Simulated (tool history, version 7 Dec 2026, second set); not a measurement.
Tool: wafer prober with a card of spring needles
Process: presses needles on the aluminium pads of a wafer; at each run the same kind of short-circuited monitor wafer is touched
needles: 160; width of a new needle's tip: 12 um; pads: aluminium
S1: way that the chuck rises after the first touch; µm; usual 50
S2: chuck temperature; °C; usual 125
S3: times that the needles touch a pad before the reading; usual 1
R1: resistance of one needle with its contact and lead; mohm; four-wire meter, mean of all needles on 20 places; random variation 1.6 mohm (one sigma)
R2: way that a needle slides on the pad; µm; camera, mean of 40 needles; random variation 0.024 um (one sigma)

Run 1, hour 0: usual settings. Result: R1 178 mohm, R2 9.77 µm.
Run 2, hour 4.1: usual settings. Result: R1 180 mohm, R2 9.78 µm.
At hour 11.3: tips cleaned on abrasive film.
Run 3, hour 11.4: usual settings. Result: R1 157 mohm, R2 9.78 µm.
Run 4, hour 17.6: usual settings. Result: R1 169 mohm, R2 9.76 µm.
Run 5, hour 22.4: usual settings. Result: R1 176 mohm, R2 9.77 µm.
Run 6, hour 28.7: usual settings. Result: R1 178 mohm, R2 9.78 µm.
Run 7, hour 36.8: usual settings but S1 45 µm. Result: R1 189 mohm, R2 8.77 µm.
At hour 42.6: tips cleaned on abrasive film.
Run 8, hour 44.4: usual settings. Result: R1 160 mohm, R2 9.75 µm.
Run 9, hour 51.3: usual settings but S2 41 °C. Result: R1 161 mohm, R2 9.78 µm.
Run 10, hour 55.9: usual settings but S2 41 °C. Result: R1 165 mohm, R2 9.77 µm.
Run 11, hour 62.5: usual settings but S1 65 µm. Result: R1 177 mohm, R2 12.7 µm.
Run 12, hour 68.7: usual settings but S3 2. Result: R1 171 mohm, R2 9.77 µm.
At hour 73.8: tips cleaned on abrasive film.
Run 13, hour 75.9: usual settings but S3 2. Result: R1 157 mohm, R2 9.77 µm.
Run 14, hour 79.9: usual settings but S3 2. Result: R1 162 mohm, R2 9.78 µm.
Run 15, hour 86.2: usual settings but S3 2. Result: R1 168 mohm, R2 9.73 µm.
Run 16, hour 92.8: usual settings but S1 55 µm, S3 2. Result: R1 166 mohm, R2 10.74 µm.
Run 17, hour 97.1: usual settings but S1 55 µm, S3 2. Result: R1 167 mohm, R2 10.73 µm.
Run 18, hour 101.7: usual settings but S1 32 µm, S2 25 °C, S3 2. Result: R1 181 mohm, R2 6.17 µm.
At hour 104.8: tips cleaned on abrasive film.
Run 19, hour 110.7: usual settings but S2 25 °C, S3 2. Result: R1 150 mohm, R2 9.74 µm.
Run 20, hour 117.3: usual settings but S1 48 µm, S2 33 °C, S3 3. Result: R1 147 mohm, R2 9.34 µm.
Run 21, hour 124.1: usual settings but S2 43 °C, S3 2. Result: R1 158 mohm, R2 9.75 µm.
Run 22, hour 133.3: usual settings but S1 35 µm. Result: R1 208 mohm, R2 6.8 µm.
At hour 135.8: tips cleaned on abrasive film.
Run 23, hour 142.1: usual settings but S2 71 °C. Result: R1 162 mohm, R2 9.7 µm.
Run 24, hour 146.7: usual settings but S1 41 µm, S2 62 °C. Result: R1 180 mohm, R2 7.96 µm.
Run 25, hour 151: usual settings but S1 41 µm, S2 62 °C. Result: R1 184 mohm, R2 7.92 µm.
Run 26, hour 157.2: usual settings but S1 41 µm, S2 62 °C. Result: R1 184 mohm, R2 7.99 µm.
Run 27, hour 165.9: usual settings but S3 3. Result: R1 164 mohm, R2 9.74 µm.
At hour 167.2: tips cleaned on abrasive film.
Run 28, hour 170.9: usual settings but S2 94 °C, S3 2. Result: R1 156 mohm, R2 9.7 µm.
Run 29, hour 180.1: usual settings but S2 94 °C, S3 2. Result: R1 164 mohm, R2 9.69 µm.
Run 30, hour 187.2: usual settings but S1 32 µm, S3 2. Result: R1 197 mohm, R2 6.17 µm.
Run 31, hour 194.2: usual settings but S2 37 °C, S3 2. Result: R1 158 mohm, R2 9.72 µm.
At hour 198.4: tips cleaned on abrasive film.
Run 32, hour 199.4: usual settings but S2 37 °C, S3 2. Result: R1 146 mohm, R2 9.69 µm.
Run 33, hour 208.3: usual settings but S2 37 °C, S3 2. Result: R1 154 mohm, R2 9.68 µm.
Run 34, hour 212.3: usual settings but S1 31 µm, S2 88 °C. Result: R1 212 mohm, R2 5.98 µm.

Hidden state or all else? Some run-to-run changes of R1, split into what the settings, what came in and random variation would give without the hidden state, and what is left for the hidden state (with any gauge scatter that isn't in both results):
The hidden state here: debris on the tips, nm; way that the needles fall short of the set height, um; tips' diameter, um; drift of the gauge itself on contact_mohm, %; drift of the gauge itself on scrub_um, %.
Run 21 -> 22: S1 50 -> 35, S2 43 -> 125, S3 2 -> 1. R1 +50 mohm: hidden state +30, all else +20.
Run 22 -> 23: S1 35 -> 50, S2 125 -> 71, tips cleaned on abrasive film. R1 -46 mohm: hidden state -29, all else -17.
Run 33 -> 34: S1 50 -> 31, S2 37 -> 88, S3 2 -> 1. R1 +58 mohm: hidden state +40, all else +18.

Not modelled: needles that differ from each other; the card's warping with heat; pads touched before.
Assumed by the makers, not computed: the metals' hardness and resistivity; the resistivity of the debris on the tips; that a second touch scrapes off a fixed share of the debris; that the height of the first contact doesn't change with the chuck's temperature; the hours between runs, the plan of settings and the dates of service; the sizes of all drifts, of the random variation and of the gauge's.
